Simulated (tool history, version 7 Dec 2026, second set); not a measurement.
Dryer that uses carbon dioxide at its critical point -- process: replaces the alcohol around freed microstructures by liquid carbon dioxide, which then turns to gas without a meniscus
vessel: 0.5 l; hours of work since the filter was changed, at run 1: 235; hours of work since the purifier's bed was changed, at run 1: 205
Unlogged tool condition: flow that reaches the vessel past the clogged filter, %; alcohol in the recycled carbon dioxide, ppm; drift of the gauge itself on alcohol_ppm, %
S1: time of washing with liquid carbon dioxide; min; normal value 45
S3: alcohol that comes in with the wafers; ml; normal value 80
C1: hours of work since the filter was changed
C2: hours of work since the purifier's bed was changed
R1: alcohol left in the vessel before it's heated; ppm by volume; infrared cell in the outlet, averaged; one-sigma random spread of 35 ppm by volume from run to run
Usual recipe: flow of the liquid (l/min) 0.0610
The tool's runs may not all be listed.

{"run": 1, "hour": 0.0, "S1": 45, "flow of the liquid (l/min)": 0.061, "S3": 80, "C1": 235, "C2": 205, "R1": 2701}
{"run": 2, "hour": 9.9, "S1": 45, "flow of the liquid (l/min)": 0.061, "S3": 80, "C1": 242, "C2": 212, "R1": 2754}
{"run": 3, "hour": 17.4, "S1": 45, "flow of the liquid (l/min)": 0.0425, "S3": 80, "C1": 248, "C2": 218, "R1": 9349}
{"run": 4, "hour": 27.5, "S1": 45, "flow of the liquid (l/min)": 0.0425, "S3": 80, "C1": 256, "C2": 226, "R1": 9435}
{"run": 5, "hour": 35.2, "S1": 45, "flow of the liquid (l/min)": 0.0425, "S3": 80, "C1": 262, "C2": 232, "R1": 9465}
{"run": 6, "hour": 40.7, "S1": 45, "flow of the liquid (l/min)": 0.0425, "S3": 80, "C1": 266, "C2": 236, "R1": 9433}
{"run": 7, "hour": 47.2, "S1": 45, "flow of the liquid (l/min)": 0.0425, "S3": 80, "C1": 271, "C2": 241, "R1": 9675}
{"run": 8, "hour": 54.4, "S1": 45, "flow of the liquid (l/min)": 0.061, "S3": 38, "C1": 276, "C2": 246, "R1": 1298}
{"run": 9, "hour": 59.5, "S1": 45, "flow of the liquid (l/min)": 0.061, "S3": 38, "C1": 280, "C2": 250, "R1": 1333}
{"run": 10, "hour": 65.7, "S1": 45, "flow of the liquid (l/min)": 0.061, "S3": 38, "C1": 285, "C2": 255, "R1": 1338}
{"run": 11, "hour": 75.6, "S1": 45, "flow of the liquid (l/min)": 0.061, "S3": 80, "C1": 292, "C2": 262, "R1": 2793}
{"run": 12, "hour": 84.1, "S1": 45, "flow of the liquid (l/min)": 0.0433, "S3": 80, "C1": 299, "C2": 269, "R1": 9100}
{"run": 13, "hour": 89.3, "S1": 45, "flow of the liquid (l/min)": 0.061, "S3": 80, "C1": 303, "C2": 273, "R1": 2861}
{"run": 14, "hour": 99.2, "S1": 37, "flow of the liquid (l/min)": 0.061, "S3": 80, "C1": 310, "C2": 280, "R1": 5821}
{"run": 15, "hour": 106.0, "S1": 37, "flow of the liquid (l/min)": 0.0457, "S3": 80, "C1": 315, "C2": 286, "R1": 13383}
{"run": 16, "hour": 111.3, "S1": 37, "flow of the liquid (l/min)": 0.0457, "S3": 80, "C1": 319, "C2": 290, "R1": 13402}
{"run": 17, "hour": 116.5, "S1": 37, "flow of the liquid (l/min)": 0.0457, "S3": 80, "C1": 323, "C2": 294, "R1": 13452}
{"run": 18, "hour": 123.6, "S1": 37, "flow of the liquid (l/min)": 0.0457, "S3": 80, "C1": 329, "C2": 299, "R1": 13010}
{"run": 19, "hour": 132.3, "S1": 37, "flow of the liquid (l/min)": 0.0457, "S3": 80, "C1": 335, "C2": 306, "R1": 13746}
{"run": 20, "hour": 138.8, "S1": 45, "flow of the liquid (l/min)": 0.061, "S3": 80, "C1": 340, "C2": 311, "R1": 2765}
{"run": 21, "hour": 147.5, "S1": 45, "flow of the liquid (l/min)": 0.061, "S3": 80, "C1": 347, "C2": 317, "R1": 2968}
{"run": 22, "hour": 152.9, "S1": 45, "flow of the liquid (l/min)": 0.061, "S3": 80, "C1": 351, "C2": 321, "R1": 2827}
{"run": 23, "hour": 161.7, "S1": 46, "flow of the liquid (l/min)": 0.061, "S3": 80, "C1": 358, "C2": 328, "R1": 2635}
{"run": 24, "hour": 171.7, "S1": 45, "flow of the liquid (l/min)": 0.061, "S3": 80, "C1": 365, "C2": 336, "R1": 2899}
{"run": 25, "hour": 179.8, "S1": 41, "flow of the liquid (l/min)": 0.0815, "S3": 49, "C1": 372, "C2": 342, "R1": 778}
{"run": 26, "hour": 187.9, "S1": 41, "flow of the liquid (l/min)": 0.0815, "S3": 49, "C1": 378, "C2": 348, "R1": 769}
{"run": 27, "hour": 193.5, "S1": 35, "flow of the liquid (l/min)": 0.0815, "S3": 78, "C1": 382, "C2": 352, "R1": 2425}
{"run": 28, "hour": 200.4, "S1": 35, "flow of the liquid (l/min)": 0.0596, "S3": 35, "C1": 387, "C2": 357, "R1": 3382}
{"run": 29, "hour": 205.7, "S1": 35, "flow of the liquid (l/min)": 0.0596, "S3": 35, "C1": 391, "C2": 361, "R1": 3394}
{"run": 30, "hour": 215.0, "S1": 62, "flow of the liquid (l/min)": 0.0603, "S3": 87, "C1": 398, "C2": 369, "R1": 788}
{"run": 31, "hour": 221.8, "S1": 37, "flow of the liquid (l/min)": 0.0603, "S3": 87, "C1": 404, "C2": 374, "R1": 6837}
{"run": 32, "hour": 231.6, "S1": 28, "flow of the liquid (l/min)": 0.0763, "S3": 35, "C1": 411, "C2": 381, "R1": 3137}
{"run": 33, "hour": 241.2, "S1": 36, "flow of the liquid (l/min)": 0.061, "S3": 77, "C1": 418, "C2": 389, "R1": 6307}
{"run": 34, "hour": 245.5, "S1": 33, "flow of the liquid (l/min)": 0.061, "S3": 40, "C1": 422, "C2": 392, "R1": 4341}
{"run": 35, "hour": 253.5, "S1": 31, "flow of the liquid (l/min)": 0.0688, "S3": 112, "C1": 428, "C2": 398, "R1": 10141}
{"run": 36, "hour": 259.0, "S1": 31, "flow of the liquid (l/min)": 0.1023, "S3": 112, "C1": 432, "C2": 402, "R1": 2135}
{"run": 37, "hour": 263.7, "S1": 31, "flow of the liquid (l/min)": 0.1023, "S3": 112, "C1": 436, "C2": 406, "R1": 2259}
{"run": 38, "hour": 271.8, "S1": 31, "flow of the liquid (l/min)": 0.0571, "S3": 112, "C1": 442, "C2": 412, "R1": 16951}
{"run": 39, "hour": 278.2, "S1": 31, "flow of the liquid (l/min)": 0.0571, "S3": 112, "C1": 447, "C2": 417, "R1": 17118}
{"run": 40, "hour": 286.0, "S1": 45, "flow of the liquid (l/min)": 0.0723, "S3": 54, "C1": 452, "C2": 423, "R1": 1017}
{"run": 41, "hour": 290.5, "S1": 45, "flow of the liquid (l/min)": 0.0461, "S3": 80, "C1": 456, "C2": 426, "R1": 8127}
{"run": 42, "hour": 298.2, "S1": 45, "flow of the liquid (l/min)": 0.0461, "S3": 40, "C1": 462, "C2": 432, "R1": 4029}
{"run": 43, "hour": 302.7, "S1": 45, "flow of the liquid (l/min)": 0.0962, "S3": 26, "C1": 465, "C2": 435, "R1": 148}
{"run": 44, "hour": 309.5, "S1": 45, "flow of the liquid (l/min)": 0.0968, "S3": 80, "C1": 470, "C2": 441, "R1": 340}
{"run": 45, "hour": 314.6, "S1": 45, "flow of the liquid (l/min)": 0.0968, "S3": 80, "C1": 474, "C2": 444, "R1": 346}
{"run": 46, "hour": 321.3, "S1": 52, "flow of the liquid (l/min)": 0.0524, "S3": 78, "C1": 479, "C2": 449, "R1": 3164}
{"run": 47, "hour": 328.3, "S1": 49, "flow of the liquid (l/min)": 0.061, "S3": 76, "C1": 485, "C2": 455, "R1": 2058}
{"run": 48, "hour": 333.5, "S1": 63, "flow of the liquid (l/min)": 0.0674, "S3": 37, "C1": 489, "C2": 459, "R1": 218}

Pick out some run-to-run changes in R1. Of each, how much would a tool without hidden state show as well, from the settings, what came in and chance, and how much is left for the hidden state and any gauge scatter not in both results compared?
Run 19 -> 20: S1 37 -> 45, flow of the liquid (l/min) 0.0457 -> 0.0610. R1 -10981 ppm by volume: hidden state -1073, all else -9908.
Run 35 -> 36: flow of the liquid (l/min) 0.0688 -> 0.1023. R1 -8006 ppm by volume: hidden state -1242, all else -6764.
Run 37 -> 38: flow of the liquid (l/min) 0.1023 -> 0.0571. R1 +14692 ppm by volume: hidden state +2001, all else +12691.
Run 39 -> 40: S1 31 -> 45, flow of the liquid (l/min) 0.0571 -> 0.0723, S3 112 -> 54. R1 -16101 ppm by volume: hidden state -2355, all else -13746.
